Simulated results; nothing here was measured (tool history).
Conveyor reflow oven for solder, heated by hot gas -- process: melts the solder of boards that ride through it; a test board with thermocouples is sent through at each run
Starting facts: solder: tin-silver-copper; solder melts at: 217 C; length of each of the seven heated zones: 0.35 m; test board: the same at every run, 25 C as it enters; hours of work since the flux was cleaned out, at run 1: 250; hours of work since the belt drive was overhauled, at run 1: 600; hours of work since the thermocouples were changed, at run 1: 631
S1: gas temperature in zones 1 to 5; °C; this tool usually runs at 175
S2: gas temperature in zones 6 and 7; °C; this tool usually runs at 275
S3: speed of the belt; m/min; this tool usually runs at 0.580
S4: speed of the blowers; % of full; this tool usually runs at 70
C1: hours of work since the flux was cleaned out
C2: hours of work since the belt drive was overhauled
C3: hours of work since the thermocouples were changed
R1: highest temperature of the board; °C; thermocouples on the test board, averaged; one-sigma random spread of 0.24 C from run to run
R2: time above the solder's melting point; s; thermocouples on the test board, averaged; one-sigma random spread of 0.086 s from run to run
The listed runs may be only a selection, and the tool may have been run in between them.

run	hour	S1	S2	S3	S4	C1	C2	C3	R1	R2
1	0.0	175	275	0.580	70	250	600	631	265.3	63.19
2	20.0	175	275	0.580	70	263	613	644	265.2	63.14
3	41.7	175	275	0.580	70	277	627	658	265.7	63.03
# hour 59.2: flux residue cleaned out of gas plates and filters
4	82.8	175	275	0.580	70	15	651	682	264.9	63.13
5	99.8	175	275	0.522	70	26	662	693	267.6	71.62
6	114.4	175	275	0.522	70	36	671	702	267.8	71.60
7	140.8	175	275	0.522	61	53	688	719	266.0	70.86
8	162.1	175	275	0.522	61	67	702	733	266.1	70.76
9	194.4	175	275	0.580	70	88	723	754	265.5	63.05
10	216.1	175	275	0.580	70	102	737	768	265.4	62.96
11	250.6	175	275	0.580	70	125	760	791	264.9	63.10
12	284.2	175	275	0.580	70	146	782	813	265.7	63.15
13	306.3	175	275	0.580	69	161	796	827	265.2	62.85
14	331.6	175	275	0.475	70	177	813	844	269.7	79.91
# hour 353.0: thermocouples of zones 6 and 7 changed
15	356.3	175	275	0.521	70	192	827	2	267.2	71.96
16	390.2	175	288	0.664	69	214	849	24	273.4	57.69
17	424.3	183	288	0.664	69	236	872	46	275.2	60.17
18	448.1	175	278	0.549	70	252	887	62	269.7	68.68
19	479.8	175	278	0.692	73	272	908	83	263.6	51.74
# hour 505.2: flux residue cleaned out of gas plates and filters
20	507.9	182	278	0.496	55	2	923	98	269.4	78.60
21	530.5	182	278	0.496	55	16	937	112	269.7	78.52
22	562.7	182	278	0.496	55	37	958	133	270.2	78.58
23	585.5	175	275	0.580	68	52	973	148	265.3	63.04
24	602.3	175	275	0.580	70	63	984	159	265.1	63.18

Below are 5 alternative next runs, each starting from the tool's condition after run 24. Predict each:
A	634.8	175	275	0.507	70	84	1005	180	?	?
B	634.8	175	275	0.580	53	84	1005	180	?	?
C	634.8	175	275	0.580	66	84	1005	180	?	?
D	634.8	187	275	0.468	70	84	1005	180	?	?
E	634.8	175	276	0.580	70	84	1005	180	?	?

run	R1	R2
A	267.9	73.97
B	261.5	60.88
C	264.6	62.76
D	270.5	85.52
E	266.3	63.56
With the hidden condition removed and each run's random variation left untouched, the same runs would have given:
run	R1	R2
A	267.9	73.97
B	261.5	60.87
C	264.6	62.76
D	270.5	85.51
E	266.3	63.55
